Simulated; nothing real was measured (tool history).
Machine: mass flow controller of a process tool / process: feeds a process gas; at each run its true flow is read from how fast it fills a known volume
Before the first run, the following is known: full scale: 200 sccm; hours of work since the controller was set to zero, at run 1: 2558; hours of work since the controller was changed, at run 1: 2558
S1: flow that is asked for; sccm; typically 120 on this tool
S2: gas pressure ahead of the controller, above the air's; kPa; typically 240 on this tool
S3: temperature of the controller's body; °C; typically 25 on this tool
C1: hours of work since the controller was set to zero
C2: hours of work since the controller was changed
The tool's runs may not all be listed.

{"run": 1, "day": 0.0, "S1": 120, "S2": 240, "S3": 25, "C1": 2558, "C2": 2558, "true flow (%)": 98.45}
{"run": 2, "day": 5.45, "S1": 120, "S2": 240, "S3": 25, "C1": 2634, "C2": 2634, "true flow (%)": 98.54}
{"run": 3, "day": 15.938, "S1": 120, "S2": 240, "S3": 25, "C1": 2781, "C2": 2781, "true flow (%)": 98.5}
{"run": 4, "day": 21.267, "S1": 120, "S2": 240, "S3": 23, "C1": 2855, "C2": 2855, "true flow (%)": 98.61}
{"run": 5, "day": 29.979, "S1": 120, "S2": 196, "S3": 23, "C1": 2977, "C2": 2977, "true flow (%)": 98.9}
{"run": 6, "day": 37.667, "S1": 120, "S2": 240, "S3": 25, "C1": 3084, "C2": 3084, "true flow (%)": 98.47}
{"run": 7, "day": 44.288, "S1": 120, "S2": 240, "S3": 30, "C1": 3177, "C2": 3177, "true flow (%)": 97.93}
{"run": 8, "day": 53.142, "S1": 120, "S2": 240, "S3": 30, "C1": 3301, "C2": 3301, "true flow (%)": 97.92}
{"run": 9, "day": 64.104, "S1": 120, "S2": 240, "S3": 25, "C1": 3454, "C2": 3454, "true flow (%)": 98.33}
{"run": 10, "day": 72.025, "S1": 120, "S2": 183, "S3": 25, "C1": 3565, "C2": 3565, "true flow (%)": 98.64}
{"run": 11, "day": 77.05, "S1": 78, "S2": 142, "S3": 25, "C1": 3635, "C2": 3635, "true flow (%)": 97.72}
{"run": 12, "day": 87.925, "S1": 78, "S2": 142, "S3": 25, "C1": 3787, "C2": 3787, "true flow (%)": 97.74}

Expected results for the next run?
{"run": 13, "day": 99.725, "S1": 136, "S2": 254, "S3": 25, "C1": 3952, "C2": 3952, "true flow (%)": "?"}

true flow (%): 98.6
Were there no unlogged condition in the tool, this run, its random variation unchanged, would have produced true flow (%) 98.8.

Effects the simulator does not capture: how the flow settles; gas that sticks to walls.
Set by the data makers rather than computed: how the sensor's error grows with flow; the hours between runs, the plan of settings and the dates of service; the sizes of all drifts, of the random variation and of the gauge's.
